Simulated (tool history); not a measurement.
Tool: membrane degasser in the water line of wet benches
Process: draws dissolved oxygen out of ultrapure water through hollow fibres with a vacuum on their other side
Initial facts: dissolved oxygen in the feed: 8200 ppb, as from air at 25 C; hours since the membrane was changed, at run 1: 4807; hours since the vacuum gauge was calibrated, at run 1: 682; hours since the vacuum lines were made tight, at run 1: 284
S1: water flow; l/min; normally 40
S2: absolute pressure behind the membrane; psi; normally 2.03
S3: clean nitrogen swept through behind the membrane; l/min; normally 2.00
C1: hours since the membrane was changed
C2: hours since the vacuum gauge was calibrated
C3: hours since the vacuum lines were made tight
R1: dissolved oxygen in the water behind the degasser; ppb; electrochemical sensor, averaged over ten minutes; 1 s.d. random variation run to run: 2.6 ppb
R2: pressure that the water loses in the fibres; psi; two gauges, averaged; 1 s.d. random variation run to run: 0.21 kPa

run	hour	S1	S2	S3	C1	C2	C3	R1	R2
1	0.0	40	2.03	2.00	4807	682	284	473.3	7.430
2	100.1	25	2.03	2.00	4907	782	384	308.6	4.672
3	210.8	25	2.03	2.00	5018	893	495	307.7	4.641
4	316.6	25	2.03	2.00	5124	999	601	309.6	4.683
5	496.2	25	2.03	2.00	5303	1178	780	310.7	4.670
6	610.4	25	2.03	2.00	5417	1293	895	309.5	4.720
7	762.3	25	2.03	2.00	5569	1445	1047	311.5	4.705
8	931.3	25	2.03	2.00	5738	1614	1216	310.6	4.717
9	1116.1	25	3.42	2.00	5923	1798	1400	566.4	4.715
10	1205.6	25	3.42	2.00	6013	1888	1490	561.7	4.705
11	1419.3	25	3.42	2.00	6226	2102	1704	568.6	4.724
12	1629.2	25	3.42	2.00	6436	2312	1913	567.0	4.711
13	1843.8	25	3.42	2.00	6651	2526	2128	564.3	4.735
14	2036.6	40	2.03	2.00	6844	2719	2321	478.0	7.706
15	2198.9	40	2.03	2.00	7006	2881	2483	478.9	7.626
16	2311.2	62	2.03	2.00	7118	2994	2596	695.8	11.921
17	2420.8	51	2.03	2.00	7228	3103	2705	588.5	9.821
18	2509.8	40	2.52	2.00	7317	3192	2794	614.6	7.620
19	2680.3	33	2.49	5.51	7487	3363	2965	212.4	6.360
20	2886.2	33	2.49	5.51	7693	3569	3170	213.8	6.348
21	2997.2	62	1.49	5.51	7804	3680	3282	224.1	11.929
22	3106.2	40	2.93	1.69	7913	3789	3391	826.1	7.720
23	3318.5	25	4.37	2.00	8126	4001	3603	731.4	4.872
24	3430.1	35	2.03	0.86	8237	4112	3714	820.9	6.820
25	3546.8	31	1.78	0.86	8354	4229	3831	637.8	5.980
26	3761.7	30	2.03	4.37	8569	4444	4046	187.9	5.823
27	3851.4	30	2.03	4.37	8658	4534	4136	185.7	5.890
28	4056.9	27	2.03	2.02	8864	4739	4341	337.6	5.272
29	4240.2	40	3.52	3.91	9047	4923	4524	506.0	7.819
30	4347.7	40	1.74	1.01	9155	5030	4632	677.4	7.913
31	4554.3	44	2.03	0.91	9361	5237	4839	939.5	8.641
32	4762.7	44	2.03	2.71	9570	5445	5047	412.9	8.665
33	4961.8	50	2.44	2.62	9769	5644	5246	581.0	9.835

Below are 3 alternative next runs, each starting from the tool's condition after run 33. Predict each:
# hour 5037.6: seals of the vacuum lines changed
A	5168.8	29	2.03	2.00	9974	5849	131	?	?
# hour 5037.6: seals of the vacuum lines changed
B	5168.8	27	4.63	4.54	9974	5849	131	?	?
# hour 5037.6: seals of the vacuum lines changed
C	5168.8	39	2.87	1.58	9974	5849	131	?	?

run	R1	R2
A	357.2	5.767
B	406.1	5.339
C	834.7	7.771
The same runs, with their run-to-run variation unchanged, on a tool lacking any hidden condition would have given:
run	R1	R2
A	347.3	5.097
B	398.9	4.717
C	819.6	6.868
